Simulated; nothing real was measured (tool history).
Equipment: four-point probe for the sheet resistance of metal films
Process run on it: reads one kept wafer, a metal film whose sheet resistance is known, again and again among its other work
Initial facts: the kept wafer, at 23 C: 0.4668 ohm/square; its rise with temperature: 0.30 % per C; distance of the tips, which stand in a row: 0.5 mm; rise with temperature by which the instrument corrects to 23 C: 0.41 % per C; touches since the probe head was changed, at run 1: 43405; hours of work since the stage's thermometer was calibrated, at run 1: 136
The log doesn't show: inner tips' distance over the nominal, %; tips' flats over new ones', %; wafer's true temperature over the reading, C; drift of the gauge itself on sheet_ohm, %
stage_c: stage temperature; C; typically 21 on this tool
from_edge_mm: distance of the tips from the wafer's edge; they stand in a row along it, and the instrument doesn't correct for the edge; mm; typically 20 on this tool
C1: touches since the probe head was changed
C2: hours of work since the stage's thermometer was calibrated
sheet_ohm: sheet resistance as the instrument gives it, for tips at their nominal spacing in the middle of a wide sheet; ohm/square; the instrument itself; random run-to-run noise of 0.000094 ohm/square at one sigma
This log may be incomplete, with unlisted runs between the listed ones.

Run 1, hour 0.0: usual settings; C1 43405; C2 136. Result: sheet_ohm 0.468168 ohm/square.
Run 2, hour 9.9: usual settings but from_edge_mm 4 mm; C1 43877; C2 143. Result: sheet_ohm 0.471917 ohm/square.
Run 3, hour 19.4: usual settings but from_edge_mm 4 mm; C1 44326; C2 150. Result: sheet_ohm 0.471883 ohm/square.
Run 4, hour 35.1: usual settings; C1 45077; C2 162. Result: sheet_ohm 0.468088 ohm/square.
Run 5, hour 48.8: usual settings; C1 45727; C2 172. Result: sheet_ohm 0.468153 ohm/square.
Run 6, hour 62.6: usual settings; C1 46386; C2 182. Result: sheet_ohm 0.467785 ohm/square.
Run 7, hour 71.7: usual settings; C1 46820; C2 189. Result: sheet_ohm 0.467998 ohm/square.
Run 8, hour 79.4: usual settings; C1 47184; C2 194. Result: sheet_ohm 0.468225 ohm/square.
Run 9, hour 88.4: usual settings but from_edge_mm 31 mm; C1 47614; C2 201. Result: sheet_ohm 0.467916 ohm/square.
Run 10, hour 99.8: usual settings but from_edge_mm 31 mm; C1 48157; C2 209. Result: sheet_ohm 0.467853 ohm/square.
Run 11, hour 111.8: usual settings but from_edge_mm 31 mm; C1 48725; C2 218. Result: sheet_ohm 0.468065 ohm/square.
Run 12, hour 124.0: usual settings but from_edge_mm 31 mm; C1 49307; C2 227. Result: sheet_ohm 0.467946 ohm/square.
Run 13, hour 139.6: usual settings but from_edge_mm 31 mm; C1 50051; C2 238. Result: sheet_ohm 0.468089 ohm/square.
Run 14, hour 153.0: usual settings but from_edge_mm 31 mm; C1 50685; C2 248. Result: sheet_ohm 0.468033 ohm/square.
Run 15, hour 161.4: usual settings but stage_c 28 C, from_edge_mm 3 mm; C1 51088; C2 254. Result: sheet_ohm 0.471096 ohm/square.
Run 16, hour 174.5: usual settings but stage_c 23 C, from_edge_mm 36 mm; C1 51709; C2 264. Result: sheet_ohm 0.466974 ohm/square.
Run 17, hour 182.2: usual settings but stage_c 30 C, from_edge_mm 9 mm; C1 52078; C2 270. Result: sheet_ohm 0.463993 ohm/square.
Run 18, hour 196.4: usual settings but stage_c 20 C, from_edge_mm 19 mm; C1 52753; C2 280. Result: sheet_ohm 0.468521 ohm/square.
Run 19, hour 203.2: usual settings but stage_c 20 C, from_edge_mm 10 mm; C1 53074; C2 285. Result: sheet_ohm 0.469091 ohm/square.
Run 20, hour 212.8: usual settings but stage_c 26 C, from_edge_mm 14 mm; C1 53530; C2 292. Result: sheet_ohm 0.465475 ohm/square.
Run 21, hour 220.2: usual settings but stage_c 26 C, from_edge_mm 14 mm; C1 53885; C2 297. Result: sheet_ohm 0.465556 ohm/square.
Run 22, hour 226.7: usual settings but stage_c 25 C, from_edge_mm 19 mm; C1 54194; C2 302. Result: sheet_ohm 0.465813 ohm/square.
Run 23, hour 241.1: usual settings but from_edge_mm 21 mm; C1 54878; C2 313. Result: sheet_ohm 0.468084 ohm/square.
Run 24, hour 254.7: usual settings but stage_c 23 C, from_edge_mm 21 mm; C1 55525; C2 323. Result: sheet_ohm 0.466806 ohm/square.
Run 25, hour 263.7: usual settings but stage_c 28 C, from_edge_mm 10 mm; C1 55956; C2 329. Result: sheet_ohm 0.464767 ohm/square.
Run 26, hour 278.5: usual settings but stage_c 28 C, from_edge_mm 10 mm; C1 56658; C2 340. Result: sheet_ohm 0.464829 ohm/square.
Run 27, hour 294.0: usual settings but stage_c 28 C, from_edge_mm 63 mm; C1 57396; C2 352. Result: sheet_ohm 0.464300 ohm/square.
Run 28, hour 300.4: usual settings but from_edge_mm 8 mm; C1 57702; C2 356. Result: sheet_ohm 0.468772 ohm/square.

Each row is a separate what-if for the run after 28, all from the same tool condition, not one after another. Results?
Run A, hour 312.8: usual settings but stage_c 27 C, from_edge_mm 8 mm; C1 58293; C2 365. Result: sheet_ohm ?.
Run B, hour 312.8: usual settings; C1 58293; C2 365. Result: sheet_ohm ?.
Run C, hour 312.8: usual settings but from_edge_mm 65 mm; C1 58293; C2 365. Result: sheet_ohm ?.

run  sheet_ohm
  A   0.465604
  B   0.467939
  C   0.467937
Had the tool no hidden state, the same runs would have come out as:
run  sheet_ohm
  A   0.465576
  B   0.467911
  C   0.467908
